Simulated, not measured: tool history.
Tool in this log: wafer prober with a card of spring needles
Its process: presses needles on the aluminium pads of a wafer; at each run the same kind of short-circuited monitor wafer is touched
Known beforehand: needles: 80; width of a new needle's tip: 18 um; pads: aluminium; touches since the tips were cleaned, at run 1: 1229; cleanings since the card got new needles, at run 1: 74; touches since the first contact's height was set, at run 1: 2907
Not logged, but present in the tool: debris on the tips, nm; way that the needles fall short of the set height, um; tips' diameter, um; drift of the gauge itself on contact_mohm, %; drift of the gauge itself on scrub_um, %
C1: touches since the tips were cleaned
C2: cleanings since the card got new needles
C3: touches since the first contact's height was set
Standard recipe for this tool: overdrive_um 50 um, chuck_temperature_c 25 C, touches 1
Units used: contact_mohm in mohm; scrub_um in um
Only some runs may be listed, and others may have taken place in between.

{"run": 1, "hour": 0.0, "overdrive_um": 50, "chuck_temperature_c": 25, "touches": 1, "C1": 1229, "C2": 74, "C3": 2907, "contact_mohm": 348, "scrub_um": 11.91}
{"hour": 5.4, "done": "tips cleaned on abrasive film"}
{"hour": 13.6, "done": "tips cleaned on abrasive film"}
{"run": 2, "hour": 19.5, "overdrive_um": 44, "chuck_temperature_c": 25, "touches": 1, "C1": 2727, "C2": 76, "C3": 11811, "contact_mohm": 451, "scrub_um": 10.36}
{"hour": 21.4, "done": "tips cleaned on abrasive film"}
{"hour": 29.6, "done": "tips cleaned on abrasive film"}
{"run": 3, "hour": 31.3, "overdrive_um": 44, "chuck_temperature_c": 25, "touches": 1, "C1": 772, "C2": 78, "C3": 17152, "contact_mohm": 336, "scrub_um": 10.37}
{"hour": 38.1, "done": "tips cleaned on abrasive film"}
{"hour": 46.7, "done": "tips cleaned on abrasive film"}
{"run": 4, "hour": 50.3, "overdrive_um": 50, "chuck_temperature_c": 25, "touches": 1, "C1": 1669, "C2": 80, "C3": 25818, "contact_mohm": 369, "scrub_um": 11.71}
{"hour": 54.6, "done": "tips cleaned on abrasive film"}
{"hour": 63.3, "done": "tips cleaned on abrasive film"}
{"run": 5, "hour": 63.6, "overdrive_um": 50, "chuck_temperature_c": 25, "touches": 1, "C1": 145, "C2": 82, "C3": 31854, "contact_mohm": 265, "scrub_um": 11.75}
{"hour": 71.9, "done": "tips cleaned on abrasive film"}
{"run": 6, "hour": 76.8, "overdrive_um": 66, "chuck_temperature_c": 25, "touches": 1, "C1": 2257, "C2": 83, "C3": 37895, "contact_mohm": 325, "scrub_um": 15.56}
{"hour": 78.9, "done": "height of the first contact set anew"}
{"hour": 80.8, "done": "tips cleaned on abrasive film"}
{"hour": 89.5, "done": "tips cleaned on abrasive film"}
{"hour": 97.6, "done": "tips cleaned on abrasive film"}
{"run": 7, "hour": 104.1, "overdrive_um": 50, "chuck_temperature_c": 25, "touches": 1, "C1": 2967, "C2": 86, "C3": 11449, "contact_mohm": 419, "scrub_um": 11.54}
{"hour": 105.8, "done": "tips cleaned on abrasive film"}
{"hour": 113.2, "done": "tips cleaned on abrasive film"}
{"run": 8, "hour": 116.5, "overdrive_um": 42, "chuck_temperature_c": 120, "touches": 3, "C1": 1535, "C2": 88, "C3": 17088, "contact_mohm": 333, "scrub_um": 9.71}
{"hour": 121.7, "done": "tips cleaned on abrasive film"}
{"hour": 130.2, "done": "tips cleaned on abrasive film"}
{"run": 9, "hour": 134.5, "overdrive_um": 42, "chuck_temperature_c": 62, "touches": 3, "C1": 1974, "C2": 90, "C3": 25293, "contact_mohm": 329, "scrub_um": 9.6}
{"hour": 138.2, "done": "tips cleaned on abrasive film"}
{"hour": 147.2, "done": "tips cleaned on abrasive film"}
{"hour": 155.0, "done": "tips cleaned on abrasive film"}
{"run": 10, "hour": 161.2, "overdrive_um": 42, "chuck_temperature_c": 104, "touches": 3, "C1": 2886, "C2": 93, "C3": 37487, "contact_mohm": 362, "scrub_um": 9.51}
{"hour": 162.8, "done": "tips cleaned on abrasive film"}
{"hour": 170.8, "done": "tips cleaned on abrasive film"}
{"run": 11, "hour": 174.3, "overdrive_um": 42, "chuck_temperature_c": 104, "touches": 3, "C1": 1635, "C2": 95, "C3": 43418, "contact_mohm": 330, "scrub_um": 9.51}
{"hour": 179.4, "done": "tips cleaned on abrasive film"}
{"hour": 187.6, "done": "tips cleaned on abrasive film"}
{"run": 12, "hour": 191.1, "overdrive_um": 42, "chuck_temperature_c": 104, "touches": 3, "C1": 1608, "C2": 97, "C3": 51052, "contact_mohm": 331, "scrub_um": 9.56}
{"hour": 196.2, "done": "tips cleaned on abrasive film"}
{"hour": 204.1, "done": "tips cleaned on abrasive film"}
{"hour": 212.7, "done": "tips cleaned on abrasive film"}
{"run": 13, "hour": 216.6, "overdrive_um": 68, "chuck_temperature_c": 76, "touches": 1, "C1": 1780, "C2": 100, "C3": 62673, "contact_mohm": 336, "scrub_um": 15.61}

What if the next run were any one of these 5? Each begins from the tool's condition after run 13:
{"hour": 221.6, "done": "tips cleaned on abrasive film"}
{"hour": 230.1, "done": "tips cleaned on abrasive film"}
{"run": "A", "hour": 235.4, "overdrive_um": 46, "chuck_temperature_c": 39, "touches": 2, "C1": 2443, "C2": 102, "C3": 71276, "contact_mohm": "?", "scrub_um": "?"}
{"hour": 221.6, "done": "tips cleaned on abrasive film"}
{"hour": 230.1, "done": "tips cleaned on abrasive film"}
{"run": "B", "hour": 235.4, "overdrive_um": 50, "chuck_temperature_c": 43, "touches": 1, "C1": 2443, "C2": 102, "C3": 71276, "contact_mohm": "?", "scrub_um": "?"}
{"hour": 221.6, "done": "tips cleaned on abrasive film"}
{"hour": 230.1, "done": "tips cleaned on abrasive film"}
{"run": "C", "hour": 235.4, "overdrive_um": 68, "chuck_temperature_c": 76, "touches": 2, "C1": 2443, "C2": 102, "C3": 71276, "contact_mohm": "?", "scrub_um": "?"}
{"hour": 221.6, "done": "tips cleaned on abrasive film"}
{"hour": 230.1, "done": "tips cleaned on abrasive film"}
{"run": "D", "hour": 235.4, "overdrive_um": 32, "chuck_temperature_c": 25, "touches": 1, "C1": 2443, "C2": 102, "C3": 71276, "contact_mohm": "?", "scrub_um": "?"}
{"hour": 221.6, "done": "tips cleaned on abrasive film"}
{"hour": 230.1, "done": "tips cleaned on abrasive film"}
{"run": "E", "hour": 235.4, "overdrive_um": 68, "chuck_temperature_c": 55, "touches": 2, "C1": 2443, "C2": 102, "C3": 71276, "contact_mohm": "?", "scrub_um": "?"}

run=A contact_mohm=370 scrub_um=10.26
run=B contact_mohm=414 scrub_um=11.27
run=C contact_mohm=307 scrub_um=15.53
run=D contact_mohm=684 scrub_um=7.02
run=E contact_mohm=305 scrub_um=15.57
Without the tool's unlogged condition, the same runs would have read:
run=A contact_mohm=247 scrub_um=10.88
run=B contact_mohm=247 scrub_um=11.89
run=C contact_mohm=252 scrub_um=16.15
run=D contact_mohm=254 scrub_um=7.64
run=E contact_mohm=249 scrub_um=16.19

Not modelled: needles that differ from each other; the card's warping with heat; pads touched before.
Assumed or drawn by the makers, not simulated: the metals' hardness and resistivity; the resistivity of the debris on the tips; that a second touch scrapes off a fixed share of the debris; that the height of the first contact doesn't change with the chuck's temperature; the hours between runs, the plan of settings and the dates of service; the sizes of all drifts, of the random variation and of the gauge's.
